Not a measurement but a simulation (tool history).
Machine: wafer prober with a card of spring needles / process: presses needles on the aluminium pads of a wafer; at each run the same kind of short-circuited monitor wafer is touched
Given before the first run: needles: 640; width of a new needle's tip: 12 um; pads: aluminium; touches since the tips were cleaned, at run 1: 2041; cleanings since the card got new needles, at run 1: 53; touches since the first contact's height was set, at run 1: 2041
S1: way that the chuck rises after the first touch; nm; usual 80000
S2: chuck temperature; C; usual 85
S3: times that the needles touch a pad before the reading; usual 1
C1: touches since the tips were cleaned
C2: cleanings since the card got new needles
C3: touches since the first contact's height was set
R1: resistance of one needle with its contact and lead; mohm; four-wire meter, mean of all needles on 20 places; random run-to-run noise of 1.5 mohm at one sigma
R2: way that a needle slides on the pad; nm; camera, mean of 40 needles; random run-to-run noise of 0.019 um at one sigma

run 1 hour=0 | S1=80000 S2=85 S3=1 | C1=2041 C2=53 C3=2041 | R1=186 R2=19390
-- hour=13.3 tips cleaned on abrasive film
-- hour=34.3 tips cleaned on abrasive film
-- hour=56.3 tips cleaned on abrasive film
run 2 hour=62.2 | S1=80000 S2=85 S3=1 | C1=1550 C2=56 C3=18392 | R1=184 R2=19340
-- hour=77 tips cleaned on abrasive film
run 3 hour=91.4 | S1=80000 S2=85 S3=1 | C1=3785 C2=57 C3=26072 | R1=194 R2=19250
-- hour=99.5 tips cleaned on abrasive film
-- hour=121.2 tips cleaned on abrasive film
-- hour=141.6 tips cleaned on abrasive film
run 4 hour=147.7 | S1=80000 S2=85 S3=1 | C1=1614 C2=60 C3=40880 | R1=186 R2=19190
-- hour=161.9 tips cleaned on abrasive film
run 5 hour=179.4 | S1=80000 S2=85 S3=1 | C1=4614 C2=61 C3=49206 | R1=194 R2=19170
-- hour=183.9 tips cleaned on abrasive film
-- hour=203.4 tips cleaned on abrasive film
run 6 hour=219.2 | S1=80000 S2=85 S3=1 | C1=4189 C2=63 C3=59682 | R1=195 R2=19130
-- hour=223.8 tips cleaned on abrasive film
-- hour=242.7 tips cleaned on abrasive film
run 7 hour=252.1 | S1=80000 S2=85 S3=1 | C1=2475 C2=65 C3=68320 | R1=190 R2=19040
-- hour=261.2 tips cleaned on abrasive film
-- hour=280.5 tips cleaned on abrasive film
run 8 hour=281.4 | S1=80000 S2=85 S3=1 | C1=248 C2=67 C3=76012 | R1=178 R2=19040
-- hour=302.7 tips cleaned on abrasive film
-- hour=324.8 tips cleaned on abrasive film
-- hour=329.6 height of the first contact set anew
-- hour=343.3 tips cleaned on abrasive film
run 9 hour=343.3 | S1=80000 S2=85 S3=1 | C1=0 C2=70 C3=3613 | R1=178 R2=19360
-- hour=364.8 tips cleaned on abrasive film
-- hour=385 tips cleaned on abrasive film
run 10 hour=393.4 | S1=80000 S2=85 S3=1 | C1=2226 C2=72 C3=16790 | R1=188 R2=19270
-- hour=405.9 tips cleaned on abrasive film
run 11 hour=421.7 | S1=80000 S2=85 S3=1 | C1=4178 C2=73 C3=24227 | R1=195 R2=19270
-- hour=426.3 tips cleaned on abrasive film
-- hour=447.3 tips cleaned on abrasive film
-- hour=468.1 tips cleaned on abrasive film
-- hour=486.1 tips cleaned on abrasive film
run 12 hour=486.8 | S1=80000 S2=85 S3=1 | C1=178 C2=77 C3=41309 | R1=179 R2=19170
-- hour=507 tips cleaned on abrasive film
-- hour=526.1 tips cleaned on abrasive film
run 13 hour=541.7 | S1=80000 S2=85 S3=1 | C1=4123 C2=79 C3=55772 | R1=196 R2=19160
-- hour=544.7 tips cleaned on abrasive film
-- hour=563.6 tips cleaned on abrasive film
-- hour=582.5 tips cleaned on abrasive film
run 14 hour=595.9 | S1=80000 S2=85 S3=1 | C1=3534 C2=82 C3=70004 | R1=189 R2=19090
-- hour=603.6 tips cleaned on abrasive film
-- hour=623.4 tips cleaned on abrasive film
run 15 hour=635.3 | S1=80000 S2=85 S3=1 | C1=3126 C2=84 C3=80349 | R1=192 R2=19060
-- hour=644.3 tips cleaned on abrasive film
-- hour=665.3 tips cleaned on abrasive film
-- hour=669.2 height of the first contact set anew
-- hour=687.1 tips cleaned on abrasive film
run 16 hour=694.6 | S1=88000 S2=57 S3=1 | C1=1982 C2=87 C3=6698 | R1=179 R2=21270
-- hour=708.2 tips cleaned on abrasive film
-- hour=730.2 tips cleaned on abrasive film
run 17 hour=744.5 | S1=88000 S2=57 S3=1 | C1=3759 C2=89 C3=19809 | R1=187 R2=21250
-- hour=749 tips cleaned on abrasive film
-- hour=767.1 tips cleaned on abrasive film
-- hour=788.4 tips cleaned on abrasive film
run 18 hour=801.5 | S1=77000 S2=82 S3=1 | C1=3471 C2=92 C3=34793 | R1=195 R2=18510
-- hour=809 tips cleaned on abrasive film
-- hour=830.1 tips cleaned on abrasive film
run 19 hour=838.4 | S1=80000 S2=62 S3=2 | C1=2207 C2=94 C3=44499 | R1=179 R2=19180
-- hour=849.4 tips cleaned on abrasive film
-- hour=869.8 tips cleaned on abrasive film
-- hour=889.7 tips cleaned on abrasive film
run 20 hour=900.5 | S1=80000 S2=62 S3=2 | C1=2865 C2=97 C3=60814 | R1=181 R2=19110

Predict the results of run 21:
-- hour=911 tips cleaned on abrasive film
-- hour=931.4 tips cleaned on abrasive film
-- hour=952.6 tips cleaned on abrasive film
run 21 hour=952.6 | S1=80000 S2=62 S3=2 | C1=0 C2=100 C3=74508 | R1=? R2=?

{"run 21": {"R1": 171, "R2": 19040}}
On a tool with no hidden condition, and with the same random variation, this run would have come out at R1 169 mohm, R2 19390 nm.

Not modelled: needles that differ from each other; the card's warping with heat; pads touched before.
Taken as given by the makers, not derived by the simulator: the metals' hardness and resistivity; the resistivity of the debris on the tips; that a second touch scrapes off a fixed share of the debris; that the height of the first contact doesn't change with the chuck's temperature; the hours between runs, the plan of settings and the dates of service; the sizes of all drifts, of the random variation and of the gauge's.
